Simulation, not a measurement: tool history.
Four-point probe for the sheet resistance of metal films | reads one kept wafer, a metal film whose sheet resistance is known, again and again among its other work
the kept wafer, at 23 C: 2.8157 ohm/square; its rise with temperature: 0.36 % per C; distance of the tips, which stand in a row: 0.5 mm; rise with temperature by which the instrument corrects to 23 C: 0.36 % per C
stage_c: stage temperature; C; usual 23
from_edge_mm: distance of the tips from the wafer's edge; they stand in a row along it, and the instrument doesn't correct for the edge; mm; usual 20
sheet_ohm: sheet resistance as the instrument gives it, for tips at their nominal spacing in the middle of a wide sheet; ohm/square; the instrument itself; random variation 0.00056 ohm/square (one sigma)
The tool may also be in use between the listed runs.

Run 1, hour 0.0: usual settings. Result: sheet_ohm 2.845443 ohm/square.
Run 2, hour 52.0: usual settings. Result: sheet_ohm 2.846799 ohm/square.
Run 3, hour 88.0: usual settings. Result: sheet_ohm 2.847512 ohm/square.
Run 4, hour 153.8: usual settings but from_edge_mm 7 mm. Result: sheet_ohm 2.854796 ohm/square.
Run 5, hour 222.1: usual settings but from_edge_mm 7 mm. Result: sheet_ohm 2.855242 ohm/square.
Run 6, hour 285.0: usual settings. Result: sheet_ohm 2.849869 ohm/square.
Run 7, hour 328.6: usual settings. Result: sheet_ohm 2.849888 ohm/square.
Run 8, hour 391.8: usual settings but stage_c 25 C. Result: sheet_ohm 2.851055 ohm/square.
Run 9, hour 459.7: usual settings. Result: sheet_ohm 2.852831 ohm/square.
Run 10, hour 493.0: usual settings. Result: sheet_ohm 2.852075 ohm/square.
At hour 498.5: stage's thermometer calibrated.
Run 11, hour 524.4: usual settings. Result: sheet_ohm 2.855665 ohm/square.
Run 12, hour 574.3: usual settings. Result: sheet_ohm 2.856534 ohm/square.
Run 13, hour 643.7: usual settings but from_edge_mm 51 mm. Result: sheet_ohm 2.856406 ohm/square.
Run 14, hour 682.6: usual settings but stage_c 24 C, from_edge_mm 51 mm. Result: sheet_ohm 2.856638 ohm/square.
Run 15, hour 756.2: usual settings but stage_c 24 C, from_edge_mm 51 mm. Result: sheet_ohm 2.858956 ohm/square.
Run 16, hour 823.5: usual settings but stage_c 24 C, from_edge_mm 51 mm. Result: sheet_ohm 2.860019 ohm/square.
At hour 860.2: stage's thermometer calibrated, once more.
Run 17, hour 864.0: usual settings but stage_c 24 C, from_edge_mm 51 mm. Result: sheet_ohm 2.850663 ohm/square.
Run 18, hour 912.7: usual settings but from_edge_mm 3 mm. Result: sheet_ohm 2.892741 ohm/square.
Run 19, hour 982.2: usual settings. Result: sheet_ohm 2.852350 ohm/square.
Run 20, hour 1021.1: usual settings. Result: sheet_ohm 2.851532 ohm/square.
Run 21, hour 1085.5: usual settings but stage_c 29 C, from_edge_mm 6 mm. Result: sheet_ohm 2.862950 ohm/square.
Run 22, hour 1147.5: usual settings but from_edge_mm 19 mm. Result: sheet_ohm 2.854185 ohm/square.
Run 23, hour 1182.8: usual settings but from_edge_mm 19 mm. Result: sheet_ohm 2.855608 ohm/square.
Run 24, hour 1252.1: usual settings but stage_c 24 C, from_edge_mm 32 mm. Result: sheet_ohm 2.855672 ohm/square.
Run 25, hour 1289.1: usual settings but stage_c 20 C, from_edge_mm 10 mm. Result: sheet_ohm 2.859253 ohm/square.
Run 26, hour 1338.5: usual settings but stage_c 20 C, from_edge_mm 15 mm. Result: sheet_ohm 2.858228 ohm/square.
Run 27, hour 1369.3: usual settings but stage_c 25 C, from_edge_mm 8 mm. Result: sheet_ohm 2.863619 ohm/square.
Run 28, hour 1436.1: usual settings but stage_c 28 C, from_edge_mm 5 mm. Result: sheet_ohm 2.873464 ohm/square.
Run 29, hour 1470.2: usual settings but from_edge_mm 59 mm. Result: sheet_ohm 2.858371 ohm/square.
Run 30, hour 1533.8: usual settings but from_edge_mm 59 mm. Result: sheet_ohm 2.858889 ohm/square.
Run 31, hour 1564.8: usual settings but from_edge_mm 59 mm. Result: sheet_ohm 2.860036 ohm/square.
Run 32, hour 1617.1: usual settings but stage_c 28 C, from_edge_mm 4 mm. Result: sheet_ohm 2.885345 ohm/square.
Run 33, hour 1660.1: usual settings but stage_c 28 C, from_edge_mm 4 mm. Result: sheet_ohm 2.885356 ohm/square.
Run 34, hour 1691.0: usual settings but stage_c 32 C, from_edge_mm 46 mm. Result: sheet_ohm 2.861523 ohm/square.
At hour 1701.3: new probe head fitted.
Run 35, hour 1736.7: usual settings but stage_c 27 C, from_edge_mm 24 mm. Result: sheet_ohm 2.823651 ohm/square.
Run 36, hour 1810.4: usual settings but stage_c 25 C, from_edge_mm 6 mm. Result: sheet_ohm 2.834023 ohm/square.
Run 37, hour 1846.3: usual settings but stage_c 25 C, from_edge_mm 6 mm. Result: sheet_ohm 2.833751 ohm/square.

The same runs without the tool's hidden state, with the same run-to-run variation:
The hidden state here: inner tips' distance over the nominal, %; tips' flats over new ones', %; wafer's true temperature over the reading, C; drift of the gauge itself on sheet_ohm, %.
run  sheet_ohm
  1   2.816599
  2   2.817176
  3   2.817406
  4   2.823717
  5   2.823127
  6   2.816946
  7   2.816349
  8   2.816672
  9   2.817398
 10   2.816168
 11   2.816259
 12   2.816448
 13   2.815294
 14   2.815034
 15   2.816154
 16   2.816263
 17   2.816692
 18   2.857571
 19   2.816663
 20   2.815334
 21   2.825747
 22   2.816163
 23   2.817050
 24   2.816070
 25   2.819072
 26   2.817238
 27   2.822114
 28   2.830947
 29   2.815516
 30   2.815081
 31   2.815751
 32   2.839978
 33   2.839332
 34   2.815461
 35   2.816677
 36   2.826003
 37   2.825196
